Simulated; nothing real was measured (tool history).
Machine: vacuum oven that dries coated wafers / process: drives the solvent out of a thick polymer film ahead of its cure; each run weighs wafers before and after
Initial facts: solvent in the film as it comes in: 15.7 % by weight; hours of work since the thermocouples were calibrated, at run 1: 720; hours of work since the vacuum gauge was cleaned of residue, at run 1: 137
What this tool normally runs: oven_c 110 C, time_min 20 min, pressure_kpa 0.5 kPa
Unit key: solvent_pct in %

| run | hour | oven_c | time_min | pressure_kpa | hours of work since the thermocouples were calibrated | hours of work since the vacuum gauge was cleaned of residue | solvent_pct |
|---|---|---|---|---|---|---|---|
| 1 | 0 | 110 | 20 | 0.5 | 720 | 137 | 0.96 |
| 2 | 75.7 | 110 | 10 | 0.5 | 757 | 174 | 2.87 |
|  | 124.7 | oven's thermocouples calibrated |
| 3 | 145.4 | 110 | 20 | 0.369 | 10 | 207 | 0.97 |
| 4 | 195.7 | 110 | 20 | 0.369 | 35 | 232 | 0.9 |
| 5 | 292.2 | 110 | 20 | 0.369 | 82 | 279 | 0.92 |
| 6 | 338.2 | 110 | 20 | 0.369 | 105 | 302 | 0.89 |
| 7 | 403.2 | 110 | 20 | 0.369 | 137 | 334 | 0.84 |
| 8 | 466.5 | 110 | 31 | 0.5 | 168 | 365 | 0.74 |
| 9 | 532.1 | 111 | 34 | 0.479 | 200 | 397 | 0.61 |
| 10 | 600.5 | 123 | 22 | 0.974 | 233 | 431 | 0.8 |
| 11 | 663.5 | 120 | 22 | 0.974 | 264 | 462 | 0.94 |
| 12 | 741.7 | 115 | 20 | 0.581 | 303 | 500 | 0.67 |
| 13 | 818.1 | 124 | 20 | 0.973 | 340 | 537 | 0.79 |
| 14 | 911.6 | 125 | 20 | 1.959 | 386 | 583 | 1.51 |

Alternative continuations, all from the tool just after run 14; predict every row:
| A | 966.2 | 107 | 20 | 0.5 | 413 | 610 | ? |
| B | 966.2 | 125 | 20 | 0.426 | 413 | 610 | ? |
| C | 966.2 | 114 | 11 | 0.435 | 413 | 610 | ? |

| run | solvent_pct |
|---|---|
| A | 1.32 |
| B | 0.37 |
| C | 1.88 |
With the hidden condition removed and each run's random variation left untouched, the same runs would have given:
| run | solvent_pct |
|---|---|
| A | 1.31 |
| B | 0.36 |
| C | 1.87 |
